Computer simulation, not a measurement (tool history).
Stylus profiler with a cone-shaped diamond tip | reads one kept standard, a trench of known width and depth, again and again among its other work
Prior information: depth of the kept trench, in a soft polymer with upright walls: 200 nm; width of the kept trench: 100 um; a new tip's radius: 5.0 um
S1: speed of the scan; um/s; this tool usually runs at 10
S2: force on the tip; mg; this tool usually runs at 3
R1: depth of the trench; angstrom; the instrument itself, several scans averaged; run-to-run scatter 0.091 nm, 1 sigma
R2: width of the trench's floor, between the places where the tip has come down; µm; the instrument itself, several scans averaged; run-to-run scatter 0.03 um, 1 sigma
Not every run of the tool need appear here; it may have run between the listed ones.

run   hour  S1    S2      R1     R2
  1      0  10     3  2037.7  97.01
  2   15.6  35     3  2038.2  96.93
  3   29.3  35     3  2035.5  96.94
  4   36.1  35     3  2037.1  96.88
  5   53.1  35   4.8  2052.7  96.94
  6   62.7  34   1.5  2021.3  96.86
  7   74.3   3  1.03  2018.1  97.01
  8   86.7  21  2.56  2032.9  96.95
  9  103.5  13  7.84    2069  96.96
 10  120.1  12  3.34  2039.3  96.95

Predict each of these 5 candidate next runs independently; none follows another, all start after run 10:
  A  128.4  10  3.34   ?   ?
  B  128.4  31  4.66   ?   ?
  C  128.4  36  1.83   ?   ?
  D  128.4   8  3.49   ?   ?
  E  128.4  10  3.87   ?   ?

run      R1     R2
  A  2038.3     97
  B  2049.9  96.88
  C  2024.9  96.82
  D  2039.4  96.99
  E  2043.8  96.99
Without the tool's unlogged condition, the same runs would have read:
run      R1     R2
  A  2039.8  97.16
  B  2051.4  97.04
  C  2026.4  96.98
  D  2040.9  97.15
  E  2045.2  97.15
